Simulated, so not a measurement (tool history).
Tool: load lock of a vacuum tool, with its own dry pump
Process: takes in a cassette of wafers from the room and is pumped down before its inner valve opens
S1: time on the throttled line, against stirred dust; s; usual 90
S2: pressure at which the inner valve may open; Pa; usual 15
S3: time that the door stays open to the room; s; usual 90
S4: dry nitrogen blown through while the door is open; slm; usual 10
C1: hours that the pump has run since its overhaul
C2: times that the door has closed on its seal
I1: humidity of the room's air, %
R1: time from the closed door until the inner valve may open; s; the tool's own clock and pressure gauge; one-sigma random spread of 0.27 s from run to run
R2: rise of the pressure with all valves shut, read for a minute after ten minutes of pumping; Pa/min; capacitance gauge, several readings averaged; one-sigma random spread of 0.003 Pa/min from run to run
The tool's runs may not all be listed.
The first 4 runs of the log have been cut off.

run    hour   S1  S2   S3  S4     C1     C2    I1     R1     R2
  5  1046.1   90  15   90  10  15120  11494  46.1  127.7  0.088
  6  1232.6   90  15   90  42  15306  11867  44.7    128  0.071
  7  1571.4   90  15   90  42  15645  12544  45.3  127.9  0.075
  8  1858.6   90  15   90  42  15932  13119  45.8  127.9  0.082
  9  2116.5  159  15   90  10  16190  13634  43.5  190.2  0.096
 10  2469.4  159  15   90  10  16543  14340  45.7  190.2  0.105
 11  2799.6   90  25   90  10  16873  15000  44.9  125.3  0.109
 12  3089.1   90  12   90  10  17163  15579  40.6  129.7  0.109
 13  3432.4   90  15  132  10  17506  16265  43.7  128.7  0.122
 14  3695.7   90  15  132  10  17769  16792  47.4  128.5  0.128
 15  3956.3   90  15  132  10  18030  17313  43.2  128.9  0.128
 16  4251.1   90  15  132  10  18325  17902  43.8  128.3  0.134
 17  4399.7   90  15  132  10  18474  18199  46.5  128.8  0.136
 18  4720.5  105  15  132  10  18794  18840  47.8  142.1  0.144
 19  4866.2  105  15  132  10  18940  19132  41.8  141.8  0.142
 20    5042   77  15  132  10  19116  19483  45.2    117   0.14
 21  5384.7  106  11  226  10  19458  20168  44.4  144.9  0.163
 22  5583.8  106  11  226  10  19658  20567  42.8    145  0.163
 23  5936.2   90  13   56  31  20010  21271  45.7  129.4  0.125
 24  6152.6  138  17   56  38  20226  21704  45.9  171.3  0.132

Run 25 is up next; what results do you expect?
 25  6297.5  66  10  199  12  20371  21993  43.8   ?   ?

R1: 110.3 s
R2: 0.172 Pa/min
With the hidden condition absent and the run-to-run variation left alone, this run would have shown R1 105.5 s, R2 0.072 Pa/min.
